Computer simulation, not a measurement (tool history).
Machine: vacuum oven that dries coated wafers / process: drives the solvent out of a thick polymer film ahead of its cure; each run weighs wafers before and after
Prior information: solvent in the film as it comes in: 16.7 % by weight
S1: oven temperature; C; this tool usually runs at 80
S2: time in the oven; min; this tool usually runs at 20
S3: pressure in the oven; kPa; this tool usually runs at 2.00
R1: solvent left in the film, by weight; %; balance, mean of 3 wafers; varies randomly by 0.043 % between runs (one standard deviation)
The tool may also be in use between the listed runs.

Run 1, hour 0.0: usual settings. Result: R1 3.02 %.
Run 2, hour 58.7: usual settings. Result: R1 2.96 %.
Run 3, hour 109.6: usual settings. Result: R1 2.94 %.
Run 4, hour 147.1: usual settings. Result: R1 3.01 %.
Run 5, hour 204.5: usual settings but S3 2.07 kPa. Result: R1 3.03 %.
Run 6, hour 228.5: usual settings but S3 2.07 kPa. Result: R1 3.06 %.
Run 7, hour 267.0: usual settings but S3 2.07 kPa. Result: R1 3.12 %.
Run 8, hour 306.0: usual settings but S3 2.07 kPa. Result: R1 3.09 %.
Run 9, hour 355.1: usual settings but S3 2.07 kPa. Result: R1 3.04 %.
Run 10, hour 390.1: usual settings but S3 7.69 kPa. Result: R1 8.95 %.
Run 11, hour 446.9: usual settings but S2 11 min, S3 7.69 kPa. Result: R1 9.92 %.
Run 12, hour 490.5: usual settings but S2 11 min, S3 7.69 kPa. Result: R1 9.89 %.
Run 13, hour 529.7: usual settings but S2 11 min, S3 7.69 kPa. Result: R1 9.88 %.
Run 14, hour 585.4: usual settings but S2 11 min, S3 7.69 kPa. Result: R1 9.93 %.
Run 15, hour 642.3: usual settings but S2 11 min, S3 7.69 kPa. Result: R1 9.95 %.
Run 16, hour 675.1: usual settings but S2 11 min, S3 7.69 kPa. Result: R1 10.07 %.
At hour 682.1: oven's thermocouples calibrated.
Run 17, hour 718.3: usual settings but S2 11 min, S3 7.69 kPa. Result: R1 9.66 %.
Run 18, hour 773.7: usual settings but S2 33 min. Result: R1 2.41 %.
Run 19, hour 813.1: usual settings but S3 2.46 kPa. Result: R1 3.39 %.
Run 20, hour 850.9: usual settings but S2 12 min, S3 2.46 kPa. Result: R1 4.68 %.
At hour 893.8: oven's thermocouples calibrated, once more.
Run 21, hour 902.9: usual settings but S2 12 min, S3 2.46 kPa. Result: R1 5.20 %.
Run 22, hour 942.5: usual settings but S1 90 C, S2 18 min. Result: R1 1.82 %.
Run 23, hour 994.0: usual settings but S1 69 C, S2 19 min. Result: R1 7.24 %.
Run 24, hour 1033.0: usual settings but S1 85 C, S2 26 min, S3 3.06 kPa. Result: R1 3.22 %.
Run 25, hour 1089.0: usual settings but S1 79 C, S3 1.14 kPa. Result: R1 2.64 %.
Run 26, hour 1130.7: usual settings but S1 78 C, S2 32 min, S3 4.46 kPa. Result: R1 5.98 %.
Run 27, hour 1162.8: usual settings but S1 74 C, S2 21 min, S3 7.63 kPa. Result: R1 12.15 %.
Run 28, hour 1221.4: usual settings but S1 71 C, S2 14 min, S3 4.68 kPa. Result: R1 10.63 %.
Run 29, hour 1278.9: usual settings but S1 71 C, S2 14 min, S3 4.68 kPa. Result: R1 10.69 %.
Run 30, hour 1309.2: usual settings but S1 71 C, S2 14 min, S3 4.68 kPa. Result: R1 10.51 %.
Run 31, hour 1338.7: usual settings but S1 66 C, S2 11 min, S3 2.44 kPa. Result: R1 10.85 %.
Run 32, hour 1396.8: usual settings but S1 89 C, S2 23 min, S3 5.55 kPa. Result: R1 4.68 %.
Run 33, hour 1434.6: usual settings but S2 34 min. Result: R1 2.81 %.
Run 34, hour 1483.4: usual settings but S2 11 min, S3 7.00 kPa. Result: R1 9.65 %.
Run 35, hour 1509.0: usual settings but S2 10 min, S3 2.13 kPa. Result: R1 5.49 %.
Run 36, hour 1532.9: usual settings but S1 65 C, S2 13 min, S3 2.13 kPa. Result: R1 10.29 %.
Run 37, hour 1567.6: usual settings but S1 95 C, S2 25 min, S3 3.33 kPa. Result: R1 2.33 %.
Run 38, hour 1626.4: usual settings but S1 93 C, S2 25 min, S3 3.20 kPa. Result: R1 2.40 %.
Run 39, hour 1651.6: usual settings but S1 68 C, S2 29 min, S3 5.07 kPa. Result: R1 10.94 %.
Run 40, hour 1710.3: usual settings but S1 68 C, S2 29 min, S3 5.07 kPa. Result: R1 11.13 %.

3 ways to go on from here, each from the tool as it stands after run 40. What would each give?
Run A, hour 1763.9: usual settings but S2 17 min. Result: R1 ?.
Run B, hour 1763.9: usual settings but S3 1.53 kPa. Result: R1 ?.
Run C, hour 1763.9: usual settings but S1 68 C, S2 11 min, S3 5.07 kPa. Result: R1 ?.

run     R1
  A   3.55
  B   2.74
  C  12.63
Had the tool no hidden state, the same runs would have come out as:
run     R1
  A   3.37
  B   2.49
  C  12.55
